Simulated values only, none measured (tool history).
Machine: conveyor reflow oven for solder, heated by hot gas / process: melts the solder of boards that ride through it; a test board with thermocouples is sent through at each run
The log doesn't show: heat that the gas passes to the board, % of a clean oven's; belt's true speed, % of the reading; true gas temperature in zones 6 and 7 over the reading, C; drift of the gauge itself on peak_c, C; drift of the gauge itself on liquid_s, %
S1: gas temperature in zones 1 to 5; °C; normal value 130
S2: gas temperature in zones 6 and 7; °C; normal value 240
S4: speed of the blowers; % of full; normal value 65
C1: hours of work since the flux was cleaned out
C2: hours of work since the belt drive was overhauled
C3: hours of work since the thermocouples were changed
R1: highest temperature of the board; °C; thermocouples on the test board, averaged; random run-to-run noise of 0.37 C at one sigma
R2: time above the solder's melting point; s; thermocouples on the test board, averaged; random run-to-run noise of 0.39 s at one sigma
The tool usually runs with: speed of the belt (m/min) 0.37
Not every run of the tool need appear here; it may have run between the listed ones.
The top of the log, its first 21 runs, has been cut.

run 22 hour=135.8 | S1=131 S2=246 speed_of_the_belt_(m/min)=0.387 S4=68 | C1=193 C2=11 C3=652 | R1=220.7 R2=69.3
-- hour=144 belt drive overhauled, speed set with a stopwatch, once more
run 23 hour=146.5 | S1=138 S2=239 speed_of_the_belt_(m/min)=0.387 S4=70 | C1=197 C2=1 C3=655 | R1=216.4 R2=67.8
run 24 hour=151.8 | S1=138 S2=239 speed_of_the_belt_(m/min)=0.387 S4=70 | C1=199 C2=4 C3=657 | R1=217 R2=67.7
run 25 hour=159.2 | S1=130 S2=238 speed_of_the_belt_(m/min)=0.389 S4=67 | C1=202 C2=7 C3=661 | R1=212.9 R2=59.4
run 26 hour=165.5 | S1=130 S2=230 speed_of_the_belt_(m/min)=0.389 S4=82 | C1=205 C2=10 C3=663 | R1=209.5 R2=57
run 27 hour=170.8 | S1=130 S2=235 speed_of_the_belt_(m/min)=0.321 S4=82 | C1=208 C2=12 C3=666 | R1=221 R2=84.9
run 28 hour=176.4 | S1=123 S2=231 speed_of_the_belt_(m/min)=0.37 S4=51 | C1=210 C2=15 C3=669 | R1=203.6 R2=45.1
run 29 hour=183.4 | S1=123 S2=231 speed_of_the_belt_(m/min)=0.37 S4=51 | C1=214 C2=18 C3=672 | R1=202.3 R2=45.9
run 30 hour=189.1 | S1=123 S2=247 speed_of_the_belt_(m/min)=0.394 S4=51 | C1=216 C2=21 C3=674 | R1=212.4 R2=54.5
run 31 hour=195.2 | S1=123 S2=247 speed_of_the_belt_(m/min)=0.394 S4=51 | C1=219 C2=24 C3=677 | R1=212.1 R2=54
run 32 hour=200.1 | S1=141 S2=250 speed_of_the_belt_(m/min)=0.399 S4=74 | C1=221 C2=26 C3=679 | R1=225.5 R2=75.1

Here are 3 independent what-if runs from the current tool condition. What would each one return?
run A hour=209.2 | S1=130 S2=240 speed_of_the_belt_(m/min)=0.439 S4=65 | C1=225 C2=30 C3=684 | R1=? R2=?
run B hour=209.2 | S1=122 S2=253 speed_of_the_belt_(m/min)=0.369 S4=65 | C1=225 C2=30 C3=684 | R1=? R2=?
run C hour=209.2 | S1=138 S2=250 speed_of_the_belt_(m/min)=0.428 S4=53 | C1=225 C2=30 C3=684 | R1=? R2=?

run=A R1=208.3 R2=47
run=B R1=224.5 R2=73
run=C R1=215.3 R2=58.2
Without the tool's unlogged condition, the same runs would have read:
run=A R1=210 R2=49.4
run=B R1=225.9 R2=74.5
run=C R1=216.7 R2=59.9

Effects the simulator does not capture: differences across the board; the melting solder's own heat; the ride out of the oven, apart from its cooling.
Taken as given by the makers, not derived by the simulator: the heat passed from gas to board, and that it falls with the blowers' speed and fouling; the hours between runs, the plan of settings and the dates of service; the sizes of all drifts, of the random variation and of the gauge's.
